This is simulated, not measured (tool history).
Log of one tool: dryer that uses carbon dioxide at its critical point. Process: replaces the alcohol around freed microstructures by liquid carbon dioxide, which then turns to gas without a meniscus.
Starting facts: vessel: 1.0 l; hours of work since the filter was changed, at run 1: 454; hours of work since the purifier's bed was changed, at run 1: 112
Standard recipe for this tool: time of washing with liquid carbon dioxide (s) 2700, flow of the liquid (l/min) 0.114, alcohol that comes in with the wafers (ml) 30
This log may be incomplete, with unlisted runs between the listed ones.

| run | hour | time of washing with liquid carbon dioxide (s) | flow of the liquid (l/min) | alcohol that comes in with the wafers (ml) | hours of work since the filter was changed | hours of work since the purifier's bed was changed | alcohol left in the vessel before it's heated (ppm by volume) |
|---|---|---|---|---|---|---|---|
| 1 | 0.0 | 2700 | 0.114 | 30 | 454 | 112 | 413 |
| 2 | 24.6 | 2700 | 0.114 | 30 | 467 | 125 | 399 |
| 3 | 50.2 | 2760 | 0.114 | 30 | 481 | 139 | 370 |
| 4 | 65.1 | 2760 | 0.114 | 30 | 488 | 146 | 383 |
| 5 | 77.8 | 2700 | 0.114 | 25 | 495 | 153 | 355 |
| 6 | 100.8 | 2700 | 0.114 | 25 | 507 | 165 | 375 |
| 7 | 120.1 | 2700 | 0.114 | 25 | 517 | 175 | 358 |
| 8 | 134.0 | 4260 | 0.114 | 30 | 524 | 182 | 65 |
| 9 | 158.4 | 4260 | 0.114 | 30 | 537 | 195 | 78 |
| 10 | 179.5 | 4260 | 0.114 | 30 | 548 | 206 | 70 |
| 11 | 191.5 | 4260 | 0.114 | 30 | 554 | 212 | 65 |
| 12 | 214.0 | 4260 | 0.114 | 101 | 566 | 224 | 159 |
| 13 | 226.1 | 2700 | 0.114 | 24 | 572 | 230 | 371 |
|  | 246.1 | inlet filter changed |
| 14 | 250.3 | 2700 | 0.114 | 24 | 2 | 242 | 275 |
| 15 | 268.7 | 2700 | 0.114 | 30 | 12 | 252 | 339 |
| 16 | 291.7 | 1680 | 0.077 | 30 | 24 | 264 | 4352 |
| 17 | 304.3 | 1680 | 0.088 | 59 | 30 | 271 | 6378 |
| 18 | 329.0 | 2940 | 0.088 | 59 | 43 | 283 | 1219 |
| 19 | 345.5 | 1680 | 0.114 | 36 | 52 | 292 | 2059 |
| 20 | 370.6 | 2700 | 0.150 | 83 | 65 | 305 | 258 |
| 21 | 391.7 | 4200 | 0.138 | 47 | 76 | 316 | 60 |
| 22 | 406.3 | 4200 | 0.138 | 47 | 83 | 324 | 61 |
| 23 | 430.6 | 4260 | 0.144 | 81 | 96 | 336 | 67 |
| 24 | 452.8 | 4260 | 0.144 | 81 | 108 | 348 | 73 |
| 25 | 478.2 | 2100 | 0.111 | 52 | 121 | 361 | 1665 |
| 26 | 496.4 | 2700 | 0.114 | 30 | 130 | 371 | 350 |
| 27 | 509.7 | 2700 | 0.090 | 53 | 137 | 378 | 1476 |
| 28 | 521.5 | 2700 | 0.090 | 53 | 144 | 384 | 1428 |
| 29 | 540.9 | 1680 | 0.143 | 43 | 154 | 394 | 1324 |
| 30 | 560.3 | 2640 | 0.114 | 58 | 164 | 404 | 731 |

Describe how what the log doesn't record of the tool's condition differs between the last listed run preceding each entry between runs and the first listed run following it.
Logged between run 13 and run 14: inlet filter changed (hour 246.1)
  flow that reaches the vessel past the clogged filter, %: 92.4 -> 100; alcohol in the recycled carbon dioxide, ppm: 39.9 -> 41.8
  what was measured, less what the result would be without the hidden state, alcohol left in the vessel before it's heated (ppm by volume): +133 -> +37
